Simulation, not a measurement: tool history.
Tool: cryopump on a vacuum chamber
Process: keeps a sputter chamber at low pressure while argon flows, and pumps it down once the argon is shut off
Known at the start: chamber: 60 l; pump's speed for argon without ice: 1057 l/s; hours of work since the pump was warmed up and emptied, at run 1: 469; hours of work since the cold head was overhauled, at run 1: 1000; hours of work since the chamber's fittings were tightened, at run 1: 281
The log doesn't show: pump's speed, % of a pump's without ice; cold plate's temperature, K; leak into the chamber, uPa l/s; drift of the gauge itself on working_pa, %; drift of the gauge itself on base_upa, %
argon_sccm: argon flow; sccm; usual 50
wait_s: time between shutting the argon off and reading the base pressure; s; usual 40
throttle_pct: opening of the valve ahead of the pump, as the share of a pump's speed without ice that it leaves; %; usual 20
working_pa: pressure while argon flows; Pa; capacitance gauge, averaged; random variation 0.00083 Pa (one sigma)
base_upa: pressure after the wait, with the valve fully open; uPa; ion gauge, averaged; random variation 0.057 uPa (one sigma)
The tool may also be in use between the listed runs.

run    hour  argon_sccm  wait_s  throttle_pct  hours of work since the pump was warmed up and emptied  hours of work since the cold head was overhauled  hours of work since the chamber's fittings were tightened  working_pa  base_upa
  1       0          50      40            20                                                     469                                              1000                                                        281      0.4139      4.07
  2    58.9          50     182            20                                                     493                                              1023                                                        304      0.4133      1.39
      112.8  -- pump warmed up, emptied and cooled again
  3   125.1          50     182            20                                                       5                                              1048                                                        329      0.4017      1.38
  4   172.1          50      94            20                                                      24                                              1067                                                        348      0.4038      1.99
  5   222.1          62      40            20                                                      44                                              1087                                                        368       0.499      3.96
  6   286.9          62      40            20                                                      70                                              1113                                                        394      0.5021      4.03
  7   369.8          62      40            20                                                     104                                              1147                                                        428      0.5002      4.05
  8   464.5          62      40            20                                                     142                                              1185                                                        466      0.5014      4.12
  9   559.3          62      40            22                                                     180                                              1223                                                        504      0.4603      4.23
 10   646.6          62      40            22                                                     215                                              1258                                                        539        0.46      4.24
 11   720.4          62      40            22                                                     245                                              1288                                                        569      0.4619      4.15
 12   776.4          62      40            22                                                     268                                              1311                                                        592      0.4623      4.17
 13   833.5          62      40            22                                                     291                                              1334                                                        615       0.463      4.36
 14   891.4          62      40            22                                                     314                                              1357                                                        638      0.4628      4.33
 15   982.9          62      40            22                                                     351                                              1394                                                        675      0.4653      4.28
 16  1062.3          62      40            22                                                     383                                              1426                                                        707      0.4655       4.4
 17  1140.4          50      42            20                                                     414                                              1458                                                        738      0.4135      4.27
 18  1183.2          50      42            20                                                     432                                              1475                                                        756      0.4131       4.4
 19  1256.6          50      42            20                                                     461                                              1504                                                        785      0.4153      4.48
 20  1346.7          50      42            20                                                     497                                              1541                                                        822      0.4147      4.37
     1389.8  -- pump warmed up, emptied and cooled again
 21  1421.1          50      42            20                                                      13                                              1569                                                        850      0.4017      4.29
 22  1517.1          50      64            27                                                      51                                              1607                                                        888      0.2985      3.29
 23  1603.7          50      64            27                                                      86                                              1642                                                        923      0.2992      3.36
 24  1703.1          50     126            25                                                     126                                              1682                                                        963      0.3251      2.34
 25  1781.9          50     126            25                                                     158                                              1714                                                        995      0.3249      2.36
 26  1835.5          43      40            35                                                     180                                              1736                                                       1017      0.2014      4.72
 27  1906.6          43      40            35                                                     208                                              1764                                                       1045      0.2028       4.6
 28  1978.1          43      76            35                                                     237                                              1793                                                       1074      0.2029      3.21
 29    2032          52      40            36                                                     259                                              1815                                                       1096        0.24      4.85
 30  2103.7          52      40            36                                                     288                                              1844                                                       1125      0.2405      4.91
 31  2189.1          46      40            36                                                     322                                              1878                                                       1159      0.2125      4.94
 32  2288.7          42     145            20                                                     362                                              1918                                                       1199      0.3459      2.55
 33  2329.8          60      40            24                                                     379                                              1935                                                       1216      0.4132      5.02
 34  2415.3          60      33            19                                                     413                                              1970                                                       1250        0.52      5.67

Measured less the same run without the tool's hidden state. The same run-to-run variation is in both; the gauge's scatter may not be:
run  working_pa  base_upa
  1      +0.013     +0.44
  2     +0.0136     +0.45
  3     +0.0022     +0.39
  4     +0.0027     +0.39
  5     +0.0038     +0.43
  6     +0.0046     +0.47
  7     +0.0057      +0.5
  8      +0.007     +0.56
  9     +0.0083     +0.61
 10     +0.0095     +0.65
 11     +0.0106     +0.68
 12     +0.0114      +0.7
 13     +0.0122     +0.76
 14      +0.013     +0.78
 15     +0.0145     +0.81
 16     +0.0156     +0.87
 17     +0.0137     +0.91
 18     +0.0142     +0.96
 19     +0.0153     +1.01
 20     +0.0164     +1.03
 21     +0.0021     +0.87
 22      +0.003     +0.93
 23     +0.0039        +1
 24     +0.0049     +1.04
 25     +0.0056     +1.06
 26     +0.0053     +1.13
 27      +0.006     +1.12
 28     +0.0067     +1.19
 29     +0.0086     +1.24
 30     +0.0095     +1.27
 31     +0.0093     +1.35
 32     +0.0095     +1.37
 33     +0.0142     +1.43
 34     +0.0155     +1.46
